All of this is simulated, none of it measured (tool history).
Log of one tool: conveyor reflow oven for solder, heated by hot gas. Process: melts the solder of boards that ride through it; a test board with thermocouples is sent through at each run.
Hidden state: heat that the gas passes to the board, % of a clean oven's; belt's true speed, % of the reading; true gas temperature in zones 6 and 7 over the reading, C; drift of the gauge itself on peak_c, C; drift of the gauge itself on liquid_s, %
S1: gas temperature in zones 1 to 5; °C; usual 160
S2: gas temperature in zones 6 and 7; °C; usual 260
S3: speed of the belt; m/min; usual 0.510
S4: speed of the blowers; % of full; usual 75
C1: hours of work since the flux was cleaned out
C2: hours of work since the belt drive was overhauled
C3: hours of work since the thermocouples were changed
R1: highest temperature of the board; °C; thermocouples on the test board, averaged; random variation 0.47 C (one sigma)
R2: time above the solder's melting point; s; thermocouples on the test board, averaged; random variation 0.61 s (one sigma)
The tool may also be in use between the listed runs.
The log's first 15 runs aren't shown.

run 16 hour=475.3 | S1=160 S2=260 S3=0.510 S4=75 | C1=35 C2=583 C3=359 | R1=244.1 R2=57.6
run 17 hour=515.9 | S1=168 S2=260 S3=0.510 S4=75 | C1=55 C2=603 C3=378 | R1=244.4 R2=61.8
run 18 hour=539.2 | S1=155 S2=261 S3=0.510 S4=75 | C1=66 C2=614 C3=390 | R1=242.9 R2=54.7
-- hour=545.6 belt drive overhauled, speed set with a stopwatch
run 19 hour=587.7 | S1=155 S2=261 S3=0.510 S4=75 | C1=87 C2=20 C3=411 | R1=242.7 R2=56.2
run 20 hour=629.3 | S1=155 S2=261 S3=0.502 S4=75 | C1=107 C2=40 C3=430 | R1=243.7 R2=57.4
run 21 hour=649.9 | S1=155 S2=270 S3=0.571 S4=62 | C1=116 C2=50 C3=440 | R1=242.8 R2=45.3
run 22 hour=669.2 | S1=160 S2=260 S3=0.510 S4=52 | C1=125 C2=59 C3=449 | R1=236.7 R2=45.3
run 23 hour=698.6 | S1=146 S2=272 S3=0.485 S4=52 | C1=139 C2=73 C3=463 | R1=245.0 R2=56.8
run 24 hour=739.4 | S1=146 S2=260 S3=0.485 S4=52 | C1=159 C2=92 C3=483 | R1=235.3 R2=41.9
run 25 hour=774.8 | S1=146 S2=260 S3=0.485 S4=52 | C1=176 C2=109 C3=500 | R1=235.2 R2=41.0
-- hour=791.5 belt drive overhauled, speed set with a stopwatch, once more
run 26 hour=810.2 | S1=146 S2=260 S3=0.485 S4=52 | C1=191 C2=9 C3=514 | R1=233.2 R2=37.8
run 27 hour=836.7 | S1=160 S2=273 S3=0.510 S4=86 | C1=203 C2=21 C3=527 | R1=254.2 R2=67.3
run 28 hour=874.7 | S1=160 S2=260 S3=0.510 S4=75 | C1=221 C2=40 C3=545 | R1=240.2 R2=52.0
run 29 hour=907.2 | S1=160 S2=248 S3=0.507 S4=68 | C1=237 C2=55 C3=560 | R1=228.6 R2=32.9
run 30 hour=940.3 | S1=171 S2=259 S3=0.508 S4=66 | C1=252 C2=71 C3=576 | R1=239.6 R2=53.7
run 31 hour=965.2 | S1=171 S2=259 S3=0.508 S4=66 | C1=264 C2=83 C3=588 | R1=240.0 R2=54.0

Forecast each of these 4 alternatives for the next run:
run A hour=998.1 | S1=160 S2=268 S3=0.510 S4=78 | C1=280 C2=98 C3=604 | R1=? R2=?
run B hour=998.1 | S1=175 S2=259 S3=0.498 S4=56 | C1=280 C2=98 C3=604 | R1=? R2=?
run C hour=998.1 | S1=160 S2=251 S3=0.548 S4=75 | C1=280 C2=98 C3=604 | R1=? R2=?
run D hour=998.1 | S1=174 S2=274 S3=0.590 S4=66 | C1=280 C2=98 C3=604 | R1=? R2=?

run=A R1=247.5 R2=60.3
run=B R1=238.5 R2=54.0
run=C R1=229.5 R2=30.7
run=D R1=246.2 R2=52.5
Without the tool's hidden state the same runs would have given:
run=A R1=252.6 R2=66.3
run=B R1=242.5 R2=60.6
run=C R1=234.4 R2=40.1
run=D R1=251.4 R2=57.9

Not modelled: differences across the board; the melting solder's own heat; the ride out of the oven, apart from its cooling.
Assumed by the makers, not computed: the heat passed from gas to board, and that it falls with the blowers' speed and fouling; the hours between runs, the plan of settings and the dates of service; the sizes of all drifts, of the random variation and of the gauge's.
